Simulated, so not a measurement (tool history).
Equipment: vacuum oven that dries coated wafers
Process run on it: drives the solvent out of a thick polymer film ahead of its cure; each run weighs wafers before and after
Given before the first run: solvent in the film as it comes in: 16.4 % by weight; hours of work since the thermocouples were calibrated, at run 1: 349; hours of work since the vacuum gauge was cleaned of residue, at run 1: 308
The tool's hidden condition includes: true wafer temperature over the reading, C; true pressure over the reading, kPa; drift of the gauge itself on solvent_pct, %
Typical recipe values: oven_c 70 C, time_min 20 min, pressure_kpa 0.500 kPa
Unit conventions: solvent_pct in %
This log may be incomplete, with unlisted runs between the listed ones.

run   hour  oven_c  time_min  pressure_kpa  hours of work since the thermocouples were calibrated  hours of work since the vacuum gauge was cleaned of residue  solvent_pct
  1    0.0      70        20         0.500                                                    349                                                          308         3.15
  2   20.1      70        20         0.853                                                    357                                                          316         3.54
  3   43.0      70        20         0.853                                                    367                                                          326         3.55
  4   60.2      70        20         0.500                                                    374                                                          333         3.11
  5   75.7      70        20         0.500                                                    380                                                          339         3.10
  6   97.8      70        20         0.500                                                    390                                                          349         3.13
  7  112.8      70        20         0.500                                                    396                                                          355         3.14
  8  123.8      70        34         0.500                                                    401                                                          359         1.63
  9  140.4      70        34         0.500                                                    408                                                          366         1.54
 10  151.7      70        34         0.500                                                    412                                                          371         1.64
 11  167.0      70        34         0.500                                                    419                                                          378         1.56
 12  191.7      70        20         0.500                                                    429                                                          388         3.10
 13  213.0      76        12         0.343                                                    438                                                          397         3.58
 14  230.1      66        23         0.255                                                    445                                                          404         3.27
 15  249.4      66        13         0.255                                                    453                                                          412         5.82
 16  262.2      66        17         1.179                                                    459                                                          417         5.80
 17  284.9      66        23         1.451                                                    468                                                          427         4.97
 18  295.8      66        20         0.266                                                    473                                                          432         3.81
 19  315.7      78        32         0.700                                                    481                                                          440         1.02
 20  329.8      57        12         0.588                                                    487                                                          446         9.10
 21  344.4      58        22         0.500                                                    493                                                          452         6.12

Run 22, settings as shown, results not yet in. Your forecast:
 22  362.5      70        21         0.605                                                    501                                                          460            ?

solvent_pct: 3.09 %
On a tool with no hidden condition, and with the same random variation, this run would have come out at solvent_pct 3.18 %.
